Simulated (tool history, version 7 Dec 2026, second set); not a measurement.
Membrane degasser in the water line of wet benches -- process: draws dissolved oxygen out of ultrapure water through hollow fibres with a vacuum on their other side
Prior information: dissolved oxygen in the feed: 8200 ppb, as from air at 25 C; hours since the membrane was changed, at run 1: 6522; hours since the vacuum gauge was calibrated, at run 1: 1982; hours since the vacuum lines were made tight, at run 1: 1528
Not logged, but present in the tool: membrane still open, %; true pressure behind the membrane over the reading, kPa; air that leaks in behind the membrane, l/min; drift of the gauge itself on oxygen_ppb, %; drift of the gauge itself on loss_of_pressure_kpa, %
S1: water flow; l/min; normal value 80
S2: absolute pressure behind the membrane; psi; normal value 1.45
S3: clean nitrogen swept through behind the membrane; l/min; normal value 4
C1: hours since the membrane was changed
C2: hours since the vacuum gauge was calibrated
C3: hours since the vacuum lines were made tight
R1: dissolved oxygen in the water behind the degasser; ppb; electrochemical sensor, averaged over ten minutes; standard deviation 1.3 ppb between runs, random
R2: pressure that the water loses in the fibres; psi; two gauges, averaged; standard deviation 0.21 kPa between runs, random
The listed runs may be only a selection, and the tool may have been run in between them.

run 1 hour=0 | S1=80 S2=1.45 S3=4 | C1=6522 C2=1982 C3=1528 | R1=302.4 R2=7.43
run 2 hour=118.7 | S1=80 S2=1.45 S3=4 | C1=6641 C2=2101 C3=1647 | R1=301 R2=7.435
run 3 hour=212.9 | S1=80 S2=1.45 S3=4 | C1=6735 C2=2195 C3=1741 | R1=304.2 R2=7.456
run 4 hour=317.4 | S1=80 S2=2.57 S3=4 | C1=6839 C2=2299 C3=1845 | R1=610.4 R2=7.455
run 5 hour=482.6 | S1=80 S2=2.57 S3=4 | C1=7005 C2=2464 C3=2011 | R1=615.4 R2=7.487
run 6 hour=645.6 | S1=104 S2=1.45 S3=4 | C1=7168 C2=2627 C3=2174 | R1=382.1 R2=9.745
run 7 hour=768.5 | S1=80 S2=1.45 S3=3.33 | C1=7291 C2=2750 C3=2296 | R1=354.7 R2=7.501
run 8 hour=903.7 | S1=80 S2=1.45 S3=3.33 | C1=7426 C2=2885 C3=2432 | R1=355.3 R2=7.536
run 9 hour=1081.4 | S1=80 S2=1.15 S3=3.33 | C1=7603 C2=3063 C3=2609 | R1=250.7 R2=7.541
run 10 hour=1249.8 | S1=80 S2=1.15 S3=3.33 | C1=7772 C2=3232 C3=2778 | R1=253.9 R2=7.632
run 11 hour=1371.3 | S1=80 S2=1.15 S3=3.33 | C1=7893 C2=3353 C3=2899 | R1=252.3 R2=7.596
run 12 hour=1517.6 | S1=80 S2=1.15 S3=3.33 | C1=8040 C2=3499 C3=3046 | R1=254.6 R2=7.67
-- hour=1621.2 vacuum gauge calibrated
run 13 hour=1677.4 | S1=80 S2=1.15 S3=3.33 | C1=8199 C2=56 C3=3205 | R1=259 R2=7.643
run 14 hour=1758.7 | S1=80 S2=1.15 S3=3.33 | C1=8280 C2=137 C3=3286 | R1=260.1 R2=7.635
run 15 hour=1920.9 | S1=80 S2=1.15 S3=3.33 | C1=8442 C2=300 C3=3448 | R1=259.6 R2=7.609
run 16 hour=2020.9 | S1=80 S2=1.15 S3=3.33 | C1=8542 C2=400 C3=3548 | R1=258.7 R2=7.633
run 17 hour=2109 | S1=80 S2=2.1 S3=5.41 | C1=8630 C2=488 C3=3636 | R1=381.9 R2=7.686
run 18 hour=2234.9 | S1=80 S2=1.42 S3=4.92 | C1=8756 C2=614 C3=3762 | R1=255.8 R2=7.674
run 19 hour=2394.9 | S1=80 S2=1.42 S3=4.92 | C1=8916 C2=774 C3=3922 | R1=254.4 R2=7.681
-- hour=2478.2 vacuum gauge calibrated, once more
run 20 hour=2480.3 | S1=80 S2=1.42 S3=4.92 | C1=9001 C2=2 C3=4007 | R1=244.8 R2=7.725
run 21 hour=2630.5 | S1=80 S2=1.42 S3=4.92 | C1=9151 C2=152 C3=4157 | R1=243.6 R2=7.661
run 22 hour=2769.5 | S1=80 S2=1.42 S3=4.92 | C1=9291 C2=291 C3=4296 | R1=243.2 R2=7.665
run 23 hour=2871.3 | S1=68 S2=1.42 S3=4.92 | C1=9392 C2=393 C3=4398 | R1=211.7 R2=6.588
run 24 hour=3048 | S1=68 S2=1.42 S3=4.92 | C1=9569 C2=570 C3=4575 | R1=212 R2=6.576
run 25 hour=3184.3 | S1=68 S2=1.42 S3=4.92 | C1=9705 C2=706 C3=4711 | R1=209.5 R2=6.586
run 26 hour=3316.7 | S1=78 S2=0.96 S3=4.48 | C1=9838 C2=839 C3=4844 | R1=139.3 R2=7.591
run 27 hour=3424.5 | S1=81 S2=2.57 S3=3.44 | C1=9946 C2=946 C3=4951 | R1=702.1 R2=7.91
-- hour=3462 seals of the vacuum lines changed
run 28 hour=3562.3 | S1=105 S2=2.57 S3=3.44 | C1=10081 C2=1082 C3=100 | R1=869.8 R2=10.322
run 29 hour=3640.9 | S1=105 S2=2.57 S3=3.44 | C1=10160 C2=1161 C3=179 | R1=862.3 R2=10.177
-- hour=3704.6 membrane cartridge changed
run 30 hour=3817.3 | S1=105 S2=2.57 S3=3.44 | C1=113 C2=1333 C3=351 | R1=859.5 R2=8.913
run 31 hour=3952.6 | S1=106 S2=1.45 S3=4 | C1=248 C2=1468 C3=487 | R1=379.9 R2=9.076

Predict each of these 3 candidate next runs independently; none follows another, all start after run 31:
run A hour=4029.4 | S1=106 S2=1.45 S3=5.62 | C1=325 C2=1545 C3=563 | R1=? R2=?
run B hour=4029.4 | S1=96 S2=1.45 S3=8.58 | C1=325 C2=1545 C3=563 | R1=? R2=?
run C hour=4029.4 | S1=68 S2=3.5 S3=11.36 | C1=325 C2=1545 C3=563 | R1=? R2=?

run=A R1=287.3 R2=9.078
run=B R1=182 R2=8.238
run=C R1=294.8 R2=5.79
With no hidden state in the tool, these same runs would have given:
run=A R1=282.9 R2=9.042
run=B R1=179.1 R2=8.205
run=C R1=292.9 R2=5.767

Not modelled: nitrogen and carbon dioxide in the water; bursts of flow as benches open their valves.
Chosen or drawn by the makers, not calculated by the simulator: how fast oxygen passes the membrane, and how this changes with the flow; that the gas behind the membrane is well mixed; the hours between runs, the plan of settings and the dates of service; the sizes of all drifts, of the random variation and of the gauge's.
